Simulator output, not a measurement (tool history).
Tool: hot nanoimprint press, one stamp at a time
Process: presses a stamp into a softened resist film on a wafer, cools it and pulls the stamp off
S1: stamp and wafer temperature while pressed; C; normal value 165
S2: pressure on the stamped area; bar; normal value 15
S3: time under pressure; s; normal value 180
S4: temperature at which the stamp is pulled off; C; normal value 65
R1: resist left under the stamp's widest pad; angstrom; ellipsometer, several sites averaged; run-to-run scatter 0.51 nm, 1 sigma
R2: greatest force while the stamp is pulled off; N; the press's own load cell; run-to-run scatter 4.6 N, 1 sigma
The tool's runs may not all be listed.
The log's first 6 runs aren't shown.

| run | hour | S1 | S2 | S3 | S4 | R1 | R2 |
|---|---|---|---|---|---|---|---|
| 7 | 54.4 | 165 | 23.6 | 180 | 65 | 1198 | 287 |
| 8 | 62 | 165 | 15 | 344 | 65 | 1179 | 302 |
| 9 | 70.7 | 165 | 15 | 180 | 65 | 1525 | 285 |
| 10 | 85.7 | 165 | 21.6 | 180 | 65 | 1251 | 298 |
| 11 | 95.9 | 165 | 21.6 | 180 | 54 | 1257 | 357 |
| 12 | 106.9 | 165 | 21.6 | 194 | 54 | 1230 | 367 |
| 13 | 113.9 | 165 | 21.6 | 194 | 54 | 1218 | 361 |
| 14 | 122.4 | 165 | 21.6 | 194 | 54 | 1222 | 377 |
| 15 | 128.5 | 165 | 21.6 | 194 | 54 | 1225 | 369 |
| 16 | 137.1 | 165 | 21.6 | 194 | 54 | 1219 | 372 |
| 17 | 146.7 | 165 | 21.6 | 194 | 54 | 1227 | 369 |
|  | 161.5 | stamp cleaned and given a new release coat |
| 18 | 166.3 | 163 | 13.8 | 137 | 73 | 1847 | 197 |
| 19 | 178.1 | 165 | 18.4 | 163 | 52 | 1414 | 280 |
| 20 | 191.7 | 175 | 15 | 180 | 65 | 1143 | 225 |
| 21 | 200.2 | 165 | 15 | 180 | 66 | 1513 | 226 |
| 22 | 210.5 | 165 | 15 | 180 | 66 | 1503 | 233 |
| 23 | 220.7 | 165 | 15 | 166 | 69 | 1566 | 220 |
| 24 | 228.4 | 165 | 15 | 166 | 69 | 1550 | 223 |
| 25 | 235 | 166 | 15 | 180 | 65 | 1476 | 245 |
| 26 | 248.9 | 166 | 15 | 180 | 65 | 1475 | 250 |
| 27 | 260.7 | 166 | 15 | 180 | 65 | 1466 | 247 |
| 28 | 273.7 | 165 | 15 | 132 | 56 | 1698 | 291 |
| 29 | 285.9 | 165 | 15 | 132 | 56 | 1693 | 297 |
| 30 | 298.1 | 165 | 10.9 | 132 | 53 | 1972 | 322 |
| 31 | 310.5 | 165 | 23.1 | 136 | 52 | 1349 | 337 |

Forecast each of these 3 alternatives for the next run:
| A | 322.3 | 177 | 15 | 180 | 65 | ? | ? |
| B | 322.3 | 164 | 10 | 218 | 65 | ? | ? |
| C | 322.3 | 165 | 11 | 182 | 51 | ? | ? |

| run | R1 | R2 |
|---|---|---|
| A | 1090 | 261 |
| B | 1766 | 280 |
| C | 1748 | 342 |
The same runs, with their run-to-run variation unchanged, on a tool lacking any hidden condition would have given:
| run | R1 | R2 |
|---|---|---|
| A | 1107 | 220 |
| B | 1806 | 236 |
| C | 1786 | 288 |

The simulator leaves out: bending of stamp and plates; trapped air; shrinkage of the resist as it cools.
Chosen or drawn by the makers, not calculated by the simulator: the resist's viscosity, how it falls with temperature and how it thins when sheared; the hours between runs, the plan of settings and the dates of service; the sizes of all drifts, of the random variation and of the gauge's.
